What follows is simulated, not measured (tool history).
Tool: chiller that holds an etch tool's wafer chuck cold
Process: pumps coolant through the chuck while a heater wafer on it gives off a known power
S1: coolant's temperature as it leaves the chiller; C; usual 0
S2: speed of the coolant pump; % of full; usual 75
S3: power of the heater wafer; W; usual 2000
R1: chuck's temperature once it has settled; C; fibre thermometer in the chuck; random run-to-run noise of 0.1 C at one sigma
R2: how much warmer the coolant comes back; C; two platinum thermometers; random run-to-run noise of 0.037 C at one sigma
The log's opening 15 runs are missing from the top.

run	hour	S1	S2	S3	R1	R2
16	389.3	5	75	2000	29.9	7.17
17	422.6	5	75	2000	29.7	7.25
18	457.7	5	75	2000	29.8	7.21
19	493.6	-9	97	2788	18.2	7.65
20	526.7	2	95	2000	21.9	5.60
21	544.3	-2	75	2736	31.8	9.85
# hour 569.9: coolant changed, channels flushed
22	579.3	-1	81	2946	30.5	9.71
23	612.0	-4	98	2551	18.9	6.85
24	634.2	-5	92	2054	14.7	5.93
25	651.7	0	75	2000	23.1	7.19
26	679.7	0	99	2331	20.7	6.23
27	700.5	-5	63	2574	30.0	11.19
28	727.1	-5	63	2574	30.1	11.25
29	755.2	-5	94	2574	19.0	7.24
30	788.3	3	75	1941	25.4	6.98

What if the next run were any one of these 4? Each begins from the tool's condition after run 30:
A	824.6	3	96	2620	?	?
B	824.6	-3	87	2000	?	?
C	824.6	5	75	2017	?	?
D	824.6	1	71	2651	?	?

run	R1	R2
A	27.1	7.19
B	17.0	6.10
C	28.3	7.33
D	33.3	10.16
The same runs, with their run-to-run variation unchanged, on a tool lacking any hidden condition would have given:
run	R1	R2
A	26.8	7.13
B	16.8	6.05
C	28.0	7.27
D	32.9	10.07
